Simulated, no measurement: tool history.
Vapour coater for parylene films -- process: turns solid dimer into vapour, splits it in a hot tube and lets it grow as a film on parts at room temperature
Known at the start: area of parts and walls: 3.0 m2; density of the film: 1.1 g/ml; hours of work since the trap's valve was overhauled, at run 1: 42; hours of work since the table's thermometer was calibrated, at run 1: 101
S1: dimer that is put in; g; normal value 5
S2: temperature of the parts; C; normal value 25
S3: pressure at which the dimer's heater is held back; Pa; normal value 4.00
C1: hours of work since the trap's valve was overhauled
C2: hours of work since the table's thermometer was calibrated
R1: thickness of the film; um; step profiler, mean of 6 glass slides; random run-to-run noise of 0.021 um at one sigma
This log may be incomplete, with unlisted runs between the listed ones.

{"run": 1, "hour": 0.0, "S1": 5, "S2": 25, "S3": 4.0, "C1": 42, "C2": 101, "R1": 0.77}
{"run": 2, "hour": 27.6, "S1": 5, "S2": 25, "S3": 4.0, "C1": 65, "C2": 124, "R1": 0.81}
{"run": 3, "hour": 71.8, "S1": 5, "S2": 36, "S3": 4.0, "C1": 102, "C2": 161, "R1": 0.65}
{"run": 4, "hour": 97.5, "S1": 3, "S2": 25, "S3": 4.0, "C1": 123, "C2": 183, "R1": 0.44}
{"run": 5, "hour": 148.2, "S1": 3, "S2": 25, "S3": 4.0, "C1": 166, "C2": 225, "R1": 0.43}
{"run": 6, "hour": 188.3, "S1": 3, "S2": 25, "S3": 4.0, "C1": 199, "C2": 259, "R1": 0.43}
{"run": 7, "hour": 232.6, "S1": 3, "S2": 25, "S3": 4.0, "C1": 236, "C2": 296, "R1": 0.42}
{"hour": 243.6, "done": "trap's valve overhauled"}
{"run": 8, "hour": 270.6, "S1": 3, "S2": 25, "S3": 4.0, "C1": 23, "C2": 324, "R1": 0.46}
{"run": 9, "hour": 316.7, "S1": 3, "S2": 25, "S3": 4.0, "C1": 61, "C2": 363, "R1": 0.47}
{"run": 10, "hour": 369.3, "S1": 3, "S2": 25, "S3": 4.0, "C1": 105, "C2": 407, "R1": 0.44}
{"run": 11, "hour": 407.6, "S1": 3, "S2": 37, "S3": 4.0, "C1": 137, "C2": 439, "R1": 0.37}
{"run": 12, "hour": 461.3, "S1": 3, "S2": 37, "S3": 4.0, "C1": 182, "C2": 484, "R1": 0.32}
{"run": 13, "hour": 492.9, "S1": 7, "S2": 25, "S3": 8.0, "C1": 209, "C2": 511, "R1": 0.83}
{"hour": 535.6, "done": "trap's valve overhauled"}
{"run": 14, "hour": 540.9, "S1": 5, "S2": 23, "S3": 4.0, "C1": 4, "C2": 548, "R1": 0.84}
{"run": 15, "hour": 564.4, "S1": 4, "S2": 31, "S3": 5.57, "C1": 24, "C2": 567, "R1": 0.54}
{"run": 16, "hour": 613.1, "S1": 5, "S2": 28, "S3": 5.42, "C1": 65, "C2": 608, "R1": 0.67}
{"run": 17, "hour": 652.9, "S1": 4, "S2": 17, "S3": 6.91, "C1": 98, "C2": 641, "R1": 0.61}
{"run": 18, "hour": 676.1, "S1": 3, "S2": 28, "S3": 4.35, "C1": 118, "C2": 661, "R1": 0.42}
{"run": 19, "hour": 711.2, "S1": 5, "S2": 18, "S3": 11.29, "C1": 147, "C2": 690, "R1": 0.67}
{"run": 20, "hour": 739.3, "S1": 5, "S2": 29, "S3": 2.34, "C1": 171, "C2": 714, "R1": 0.73}
{"run": 21, "hour": 786.0, "S1": 6, "S2": 29, "S3": 2.34, "C1": 210, "C2": 753, "R1": 0.89}
{"run": 22, "hour": 811.6, "S1": 6, "S2": 26, "S3": 2.34, "C1": 231, "C2": 774, "R1": 0.92}
{"hour": 827.9, "done": "trap's valve overhauled"}
{"run": 23, "hour": 866.1, "S1": 5, "S2": 18, "S3": 4.0, "C1": 32, "C2": 816, "R1": 0.89}
{"run": 24, "hour": 899.7, "S1": 5, "S2": 18, "S3": 4.0, "C1": 60, "C2": 845, "R1": 0.9}

4 ways to go on from here, each from the tool as it stands after run 24. What would each give?
{"run": "A", "hour": 947.1, "S1": 8, "S2": 23, "S3": 4.0, "C1": 100, "C2": 884, "R1": "?"}
{"run": "B", "hour": 947.1, "S1": 5, "S2": 26, "S3": 3.39, "C1": 100, "C2": 884, "R1": "?"}
{"run": "C", "hour": 947.1, "S1": 5, "S2": 27, "S3": 4.0, "C1": 100, "C2": 884, "R1": "?"}
{"run": "D", "hour": 947.1, "S1": 8, "S2": 28, "S3": 5.69, "C1": 100, "C2": 884, "R1": "?"}

run=A R1=1.27
run=B R1=0.80
run=C R1=0.72
run=D R1=1.03
What these runs would have given with no unlogged condition in the tool:
run=A R1=1.38
run=B R1=0.86
run=C R1=0.78
run=D R1=1.12

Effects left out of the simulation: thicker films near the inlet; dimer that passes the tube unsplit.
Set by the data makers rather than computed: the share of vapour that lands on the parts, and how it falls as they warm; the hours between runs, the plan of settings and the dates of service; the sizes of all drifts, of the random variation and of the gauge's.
